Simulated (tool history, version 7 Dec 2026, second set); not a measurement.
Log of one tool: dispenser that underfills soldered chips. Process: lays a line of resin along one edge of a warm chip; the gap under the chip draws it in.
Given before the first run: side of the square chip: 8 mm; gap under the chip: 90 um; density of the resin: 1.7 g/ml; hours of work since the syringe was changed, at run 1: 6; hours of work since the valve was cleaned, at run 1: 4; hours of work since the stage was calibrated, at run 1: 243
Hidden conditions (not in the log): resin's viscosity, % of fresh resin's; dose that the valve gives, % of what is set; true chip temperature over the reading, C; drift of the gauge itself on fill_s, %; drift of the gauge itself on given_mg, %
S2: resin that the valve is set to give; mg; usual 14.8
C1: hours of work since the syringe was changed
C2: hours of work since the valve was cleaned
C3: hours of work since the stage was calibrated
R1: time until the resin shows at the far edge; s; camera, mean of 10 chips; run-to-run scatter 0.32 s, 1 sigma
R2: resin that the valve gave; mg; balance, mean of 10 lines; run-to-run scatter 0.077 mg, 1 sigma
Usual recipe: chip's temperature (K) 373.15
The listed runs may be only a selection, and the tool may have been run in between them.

{"run": 1, "hour": 0.0, "chip's temperature (K)": 373.15, "S2": 14.8, "C1": 6, "C2": 4, "C3": 243, "R1": 17.9, "R2": 14.79}
{"hour": 3.1, "done": "new syringe of resin"}
{"run": 2, "hour": 10.1, "chip's temperature (K)": 373.15, "S2": 14.8, "C1": 5, "C2": 12, "C3": 250, "R1": 16.4, "R2": 14.67}
{"hour": 14.7, "done": "new syringe of resin"}
{"run": 3, "hour": 17.3, "chip's temperature (K)": 373.15, "S2": 14.8, "C1": 2, "C2": 17, "C3": 256, "R1": 14.3, "R2": 14.55}
{"run": 4, "hour": 22.9, "chip's temperature (K)": 373.15, "S2": 14.8, "C1": 6, "C2": 21, "C3": 260, "R1": 17.8, "R2": 14.58}
{"hour": 26.1, "done": "new syringe of resin"}
{"run": 5, "hour": 31.6, "chip's temperature (K)": 373.15, "S2": 14.9, "C1": 4, "C2": 28, "C3": 266, "R1": 15.9, "R2": 14.45}
{"hour": 37.5, "done": "new syringe of resin"}
{"run": 6, "hour": 40.9, "chip's temperature (K)": 373.15, "S2": 13.2, "C1": 3, "C2": 34, "C3": 273, "R1": 14.4, "R2": 12.79}
{"run": 7, "hour": 46.4, "chip's temperature (K)": 373.15, "S2": 13.2, "C1": 7, "C2": 39, "C3": 277, "R1": 19.1, "R2": 12.58}
{"hour": 49.3, "done": "new syringe of resin"}
{"run": 8, "hour": 56.8, "chip's temperature (K)": 373.15, "S2": 14.8, "C1": 6, "C2": 46, "C3": 285, "R1": 17.0, "R2": 14.18}
{"hour": 60.8, "done": "new syringe of resin"}
{"run": 9, "hour": 66.1, "chip's temperature (K)": 373.15, "S2": 14.8, "C1": 4, "C2": 53, "C3": 292, "R1": 17.0, "R2": 14.06}
{"hour": 72.7, "done": "new syringe of resin"}
{"run": 10, "hour": 73.2, "chip's temperature (K)": 373.15, "S2": 14.8, "C1": 0, "C2": 58, "C3": 297, "R1": 12.0, "R2": 14.18}
{"run": 11, "hour": 83.3, "chip's temperature (K)": 373.15, "S2": 14.8, "C1": 8, "C2": 66, "C3": 305, "R1": 19.8, "R2": 13.86}
{"hour": 84.4, "done": "new syringe of resin"}
{"run": 12, "hour": 88.9, "chip's temperature (K)": 373.15, "S2": 14.8, "C1": 3, "C2": 70, "C3": 309, "R1": 14.9, "R2": 13.86}
{"hour": 95.5, "done": "new syringe of resin"}
{"run": 13, "hour": 96.2, "chip's temperature (K)": 373.15, "S2": 14.8, "C1": 1, "C2": 75, "C3": 314, "R1": 12.9, "R2": 13.86}
{"run": 14, "hour": 105.1, "chip's temperature (K)": 373.15, "S2": 14.8, "C1": 7, "C2": 82, "C3": 321, "R1": 20.1, "R2": 13.6}
{"hour": 107.1, "done": "new syringe of resin"}
{"run": 15, "hour": 111.1, "chip's temperature (K)": 365.15, "S2": 14.8, "C1": 3, "C2": 87, "C3": 325, "R1": 20.3, "R2": 13.71}
{"hour": 119.0, "done": "new syringe of resin"}
{"run": 16, "hour": 119.0, "chip's temperature (K)": 365.15, "S2": 18.7, "C1": 0, "C2": 92, "C3": 331, "R1": 15.6, "R2": 17.01}
{"run": 17, "hour": 124.2, "chip's temperature (K)": 365.15, "S2": 18.7, "C1": 4, "C2": 96, "C3": 335, "R1": 21.4, "R2": 17.05}
{"hour": 130.4, "done": "new syringe of resin"}
{"run": 18, "hour": 134.2, "chip's temperature (K)": 365.15, "S2": 15.7, "C1": 3, "C2": 104, "C3": 343, "R1": 19.9, "R2": 14.07}
{"hour": 141.1, "done": "stage's temperature calibrated"}
{"hour": 142.8, "done": "new syringe of resin"}
{"run": 19, "hour": 144.3, "chip's temperature (K)": 365.15, "S2": 18.6, "C1": 1, "C2": 111, "C3": 2, "R1": 16.3, "R2": 16.65}
{"run": 20, "hour": 152.8, "chip's temperature (K)": 362.15, "S2": 18.9, "C1": 8, "C2": 117, "C3": 9, "R1": 28.9, "R2": 16.8}
{"hour": 153.9, "done": "new syringe of resin"}
{"run": 21, "hour": 161.2, "chip's temperature (K)": 373.15, "S2": 13.3, "C1": 6, "C2": 123, "C3": 15, "R1": 18.0, "R2": 11.75}
{"hour": 165.3, "done": "new syringe of resin"}
{"run": 22, "hour": 167.3, "chip's temperature (K)": 380.15, "S2": 14.8, "C1": 2, "C2": 128, "C3": 19, "R1": 9.8, "R2": 12.97}
{"run": 23, "hour": 173.9, "chip's temperature (K)": 363.15, "S2": 19.1, "C1": 7, "C2": 133, "C3": 24, "R1": 25.7, "R2": 16.87}
{"hour": 177.3, "done": "new syringe of resin"}
{"run": 24, "hour": 180.4, "chip's temperature (K)": 371.15, "S2": 14.8, "C1": 2, "C2": 138, "C3": 29, "R1": 15.1, "R2": 12.89}
{"run": 25, "hour": 185.8, "chip's temperature (K)": 386.15, "S2": 14.1, "C1": 7, "C2": 142, "C3": 33, "R1": 11.6, "R2": 12.21}
{"hour": 188.6, "done": "new syringe of resin"}
{"run": 26, "hour": 191.0, "chip's temperature (K)": 363.15, "S2": 13.8, "C1": 2, "C2": 145, "C3": 37, "R1": 19.9, "R2": 11.96}
{"hour": 193.6, "done": "dispensing valve cleaned and set on the balance"}
{"run": 27, "hour": 200.0, "chip's temperature (K)": 363.15, "S2": 13.8, "C1": 8, "C2": 5, "C3": 43, "R1": 29.0, "R2": 13.68}
{"hour": 201.1, "done": "new syringe of resin"}
{"run": 28, "hour": 207.4, "chip's temperature (K)": 363.15, "S2": 13.8, "C1": 5, "C2": 10, "C3": 49, "R1": 24.2, "R2": 13.72}
{"hour": 212.6, "done": "new syringe of resin"}
{"run": 29, "hour": 216.5, "chip's temperature (K)": 376.15, "S2": 13.5, "C1": 3, "C2": 17, "C3": 55, "R1": 13.2, "R2": 13.29}
{"hour": 223.8, "done": "new syringe of resin"}
{"run": 30, "hour": 223.8, "chip's temperature (K)": 373.15, "S2": 18.4, "C1": 0, "C2": 22, "C3": 61, "R1": 11.3, "R2": 18.06}
{"run": 31, "hour": 232.8, "chip's temperature (K)": 373.15, "S2": 18.4, "C1": 7, "C2": 29, "C3": 67, "R1": 18.0, "R2": 17.92}
{"hour": 235.2, "done": "new syringe of resin"}
{"run": 32, "hour": 240.4, "chip's temperature (K)": 369.15, "S2": 14.7, "C1": 4, "C2": 35, "C3": 73, "R1": 17.8, "R2": 14.32}
{"hour": 246.5, "done": "new syringe of resin"}
{"run": 33, "hour": 247.3, "chip's temperature (K)": 371.15, "S2": 18.2, "C1": 1, "C2": 40, "C3": 78, "R1": 13.1, "R2": 17.6}
{"run": 34, "hour": 252.3, "chip's temperature (K)": 365.15, "S2": 18.1, "C1": 4, "C2": 44, "C3": 82, "R1": 20.5, "R2": 17.49}

For some of the steps in R1 from one run to the next: how much would appear even if the tool had no hidden state, given the settings, what came in and random variation, and how much remains for the hidden state plus any gauge scatter that the measured result and the result without hidden state don't share?
Run 10 -> 11: no setting changed, nothing entered. R1 +7.8 s: hidden state +8.2, all else -0.4.
Run 19 -> 20: chip's temperature (K) 365.15 -> 362.15, S2 18.6 -> 18.9. R1 +12.6 s: hidden state +10.2, all else +2.4.
Run 22 -> 23: chip's temperature (K) 380.15 -> 363.15, S2 14.8 -> 19.1. R1 +15.9 s: hidden state +7.9, all else +8.0.
Run 26 -> 27: dispensing valve cleaned and set on the balance. R1 +9.1 s: hidden state +9.2, all else -0.1.
Run 28 -> 29: chip's temperature (K) 363.15 -> 376.15, S2 13.8 -> 13.5, new syringe of resin. R1 -11.0 s: hidden state -4.4, all else -6.6.
